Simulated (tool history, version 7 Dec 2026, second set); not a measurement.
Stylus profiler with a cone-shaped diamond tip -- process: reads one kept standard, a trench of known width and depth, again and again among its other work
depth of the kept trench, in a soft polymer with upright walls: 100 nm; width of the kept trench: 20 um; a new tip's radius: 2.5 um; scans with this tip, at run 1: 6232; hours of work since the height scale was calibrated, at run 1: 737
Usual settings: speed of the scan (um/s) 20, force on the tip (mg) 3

run	day	speed of the scan (um/s)	force on the tip (mg)	scans with this tip	hours of work since the height scale was calibrated	depth of the trench (nm)	width of the trench's floor (µm)
1	0	20	3	6232	737	101.89	18.37
2	1.346	20	3	6385	755	101.88	18.39
3	2.612	8	3	6529	772	101.85	18.45
4	3.617	8	4.52	6643	786	102.36	18.43
5	4.438	20	3	6737	797	101.89	18.42
6	5.296	20	3	6834	808	101.89	18.42
7	6.317	20	3	6950	822	101.95	18.42
8	7.292	20	3	7061	835	101.86	18.42
9	8.033	20	4.09	7145	845	102.24	18.37
10	9.383	20	4.09	7299	863	102.33	18.33
11	10.592	20	1.11	7436	880	101.1	18.39
12	11.379	20	1.11	7525	890	101.13	18.39
13	12.758	20	3	7682	909	101.9	18.37
14	13.804	20	6.68	7801	923	103.1	18.41
15	15.146	20	6.68	7953	941	103.07	18.38
16	16.45	9	3	8101	958	101.88	18.4
17	17.312	9	3	8199	970	101.93	18.4
18	18.417	63	2.05	8325	985	101.56	18.23
19	19.512	16	6.11	8449	999	102.89	18.41
20	20.554	12	7.93	8567	1013	103.45	18.4
21	21.392	7	1.09	8663	1025	101.16	18.4
22	22.308	74	4.29	8767	1037	102.41	18.25
23	22.954	35	2.35	8840	1046	101.69	18.34
24	24.221	35	2.35	8984	1063	101.74	18.26
25	25.258	41	6.98	9102	1077	103.19	18.37
26	26.038	25	1.66	9191	1087	101.41	18.36
27	26.608	25	1.66	9256	1095	101.37	18.34
28	27.971	6	3.69	9410	1113	102.21	18.44
29	28.925	14	1.48	9519	1126	101.32	18.41
30	29.933	14	1.48	9633	1139	101.36	18.38
31	30.788	69	3.79	9730	1151	102.26	18.34

Branching from run 31: 5 alternative next runs. What would each branch give?
# day 31.125: height scale calibrated on a step standard
A	32.071	15	3.06	9874	13	?	?
# day 31.125: height scale calibrated on a step standard
B	32.071	30	1.34	9874	13	?	?
# day 31.125: height scale calibrated on a step standard
C	32.071	61	8.96	9874	13	?	?
# day 31.125: height scale calibrated on a step standard
D	32.071	26	3.97	9874	13	?	?
# day 31.125: height scale calibrated on a step standard
E	32.071	68	1.44	9874	13	?	?

run	depth of the trench (nm)	width of the trench's floor (µm)
A	101.68	18.39
B	100.99	18.32
C	103.4	18.32
D	102.03	18.31
E	101.05	18.17
What these runs would have given with no unlogged condition in the tool:
run	depth of the trench (nm)	width of the trench's floor (µm)
A	101.67	18.58
B	100.98	18.52
C	103.39	18.51
D	102.02	18.5
E	101.04	18.36
